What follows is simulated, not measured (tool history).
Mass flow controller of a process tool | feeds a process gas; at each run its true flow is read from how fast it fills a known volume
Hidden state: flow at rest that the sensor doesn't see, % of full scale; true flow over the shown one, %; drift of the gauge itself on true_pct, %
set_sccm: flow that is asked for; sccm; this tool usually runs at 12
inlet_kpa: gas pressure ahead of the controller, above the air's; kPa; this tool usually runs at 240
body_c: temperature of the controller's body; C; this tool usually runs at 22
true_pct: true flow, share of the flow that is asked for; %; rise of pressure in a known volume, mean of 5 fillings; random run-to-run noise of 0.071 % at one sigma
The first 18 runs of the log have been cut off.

run,day,set_sccm,inlet_kpa,body_c,hours of work since the controller was set to zero,hours of work since the controller was changed,true_pct
19,238.004,5,161,22,3609,7868,99.05
20,250.662,13,267,30,3741,8000,100.08
21,264.175,2,267,35,3882,8140,98.62
22,280.550,12,155,22,4053,8311,99.83
# day 283.788: controller's zero set anew
23,291.346,12,155,22,79,8423,99.83
24,300.100,12,155,22,170,8514,99.94
25,316.000,7,150,36,336,8680,98.14
26,327.654,7,187,29,457,8801,98.90
27,342.871,12,240,22,615,8960,100.66
28,358.067,12,240,22,774,9118,100.58
29,366.429,16,187,31,861,9205,99.96
30,376.021,3,187,23,961,9305,99.24

Branching from run 30: 4 alternative next runs. What would each branch give?
A,393.917,10,240,22,1147,9492,?
B,393.917,3,155,23,1147,9492,?
C,393.917,2,187,23,1147,9492,?
D,393.917,5,240,22,1147,9492,?

run,true_pct
A,100.55
B,99.09
C,99.37
D,100.04
With the hidden condition removed and each run's random variation left untouched, the same runs would have given:
run,true_pct
A,99.61
B,98.16
C,98.43
D,99.11
